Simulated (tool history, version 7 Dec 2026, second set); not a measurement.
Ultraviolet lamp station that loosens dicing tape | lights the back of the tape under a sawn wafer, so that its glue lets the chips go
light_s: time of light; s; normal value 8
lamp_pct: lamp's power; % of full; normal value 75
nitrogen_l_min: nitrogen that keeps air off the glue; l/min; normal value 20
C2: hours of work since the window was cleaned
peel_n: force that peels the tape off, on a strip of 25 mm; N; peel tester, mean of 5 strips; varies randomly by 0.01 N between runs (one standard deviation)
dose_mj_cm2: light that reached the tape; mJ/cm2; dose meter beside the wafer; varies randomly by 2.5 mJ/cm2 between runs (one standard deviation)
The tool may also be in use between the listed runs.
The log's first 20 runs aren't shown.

{"hour": 331.1, "done": "window cleaned of glue's vapour"}
{"run": 21, "hour": 333.9, "light_s": 8, "lamp_pct": 75, "nitrogen_l_min": 20, "hours of work of the lamp": 312, "C2": 2, "peel_n": 0.522, "dose_mj_cm2": 279}
{"run": 22, "hour": 356.6, "light_s": 8, "lamp_pct": 75, "nitrogen_l_min": 20, "hours of work of the lamp": 328, "C2": 18, "peel_n": 0.558, "dose_mj_cm2": 277}
{"run": 23, "hour": 367.6, "light_s": 7, "lamp_pct": 64, "nitrogen_l_min": 25, "hours of work of the lamp": 336, "C2": 26, "peel_n": 0.874, "dose_mj_cm2": 205}
{"run": 24, "hour": 384.9, "light_s": 8, "lamp_pct": 63, "nitrogen_l_min": 15, "hours of work of the lamp": 348, "C2": 39, "peel_n": 0.871, "dose_mj_cm2": 229}
{"run": 25, "hour": 400.7, "light_s": 7, "lamp_pct": 71, "nitrogen_l_min": 27, "hours of work of the lamp": 359, "C2": 50, "peel_n": 0.701, "dose_mj_cm2": 228}
{"run": 26, "hour": 416.0, "light_s": 7, "lamp_pct": 71, "nitrogen_l_min": 27, "hours of work of the lamp": 370, "C2": 61, "peel_n": 0.711, "dose_mj_cm2": 226}
{"run": 27, "hour": 435.0, "light_s": 7, "lamp_pct": 71, "nitrogen_l_min": 27, "hours of work of the lamp": 384, "C2": 74, "peel_n": 0.731, "dose_mj_cm2": 217}
{"run": 28, "hour": 454.1, "light_s": 7, "lamp_pct": 71, "nitrogen_l_min": 27, "hours of work of the lamp": 398, "C2": 88, "peel_n": 0.721, "dose_mj_cm2": 225}
{"run": 29, "hour": 465.3, "light_s": 7, "lamp_pct": 71, "nitrogen_l_min": 27, "hours of work of the lamp": 406, "C2": 96, "peel_n": 0.719, "dose_mj_cm2": 221}
{"run": 30, "hour": 486.0, "light_s": 8, "lamp_pct": 66, "nitrogen_l_min": 11, "hours of work of the lamp": 420, "C2": 111, "peel_n": 0.957, "dose_mj_cm2": 234}
{"run": 31, "hour": 496.2, "light_s": 6, "lamp_pct": 75, "nitrogen_l_min": 6, "hours of work of the lamp": 428, "C2": 118, "peel_n": 1.596, "dose_mj_cm2": 194}
{"run": 32, "hour": 505.9, "light_s": 5, "lamp_pct": 76, "nitrogen_l_min": 20, "hours of work of the lamp": 435, "C2": 125, "peel_n": 1.272, "dose_mj_cm2": 168}
{"run": 33, "hour": 516.4, "light_s": 5, "lamp_pct": 76, "nitrogen_l_min": 8, "hours of work of the lamp": 442, "C2": 133, "peel_n": 1.781, "dose_mj_cm2": 164}
{"run": 34, "hour": 532.3, "light_s": 13, "lamp_pct": 61, "nitrogen_l_min": 29, "hours of work of the lamp": 454, "C2": 144, "peel_n": 0.277, "dose_mj_cm2": 342}
{"run": 35, "hour": 554.0, "light_s": 13, "lamp_pct": 61, "nitrogen_l_min": 29, "hours of work of the lamp": 469, "C2": 159, "peel_n": 0.284, "dose_mj_cm2": 338}
{"run": 36, "hour": 568.3, "light_s": 9, "lamp_pct": 75, "nitrogen_l_min": 20, "hours of work of the lamp": 479, "C2": 170, "peel_n": 0.506, "dose_mj_cm2": 289}
{"run": 37, "hour": 581.8, "light_s": 10, "lamp_pct": 79, "nitrogen_l_min": 20, "hours of work of the lamp": 489, "C2": 179, "peel_n": 0.331, "dose_mj_cm2": 341}
{"run": 38, "hour": 603.4, "light_s": 10, "lamp_pct": 79, "nitrogen_l_min": 20, "hours of work of the lamp": 504, "C2": 195, "peel_n": 0.35, "dose_mj_cm2": 335}
{"run": 39, "hour": 620.2, "light_s": 16, "lamp_pct": 68, "nitrogen_l_min": 24, "hours of work of the lamp": 516, "C2": 207, "peel_n": 0.144, "dose_mj_cm2": 457}
{"run": 40, "hour": 642.3, "light_s": 16, "lamp_pct": 68, "nitrogen_l_min": 24, "hours of work of the lamp": 532, "C2": 223, "peel_n": 0.157, "dose_mj_cm2": 454}
{"run": 41, "hour": 656.6, "light_s": 8, "lamp_pct": 65, "nitrogen_l_min": 20, "hours of work of the lamp": 542, "C2": 233, "peel_n": 0.844, "dose_mj_cm2": 214}

For run 42, what comes out?
{"run": 42, "hour": 666.5, "light_s": 8, "lamp_pct": 89, "nitrogen_l_min": 29, "hours of work of the lamp": 550, "C2": 240, "peel_n": "?", "dose_mj_cm2": "?"}

{"run 42": {"peel_n": 0.403, "dose_mj_cm2": 293}}
The same run, on a tool lacking any hidden state, would have yielded peel_n 0.258 N, dose_mj_cm2 353 mJ/cm2.
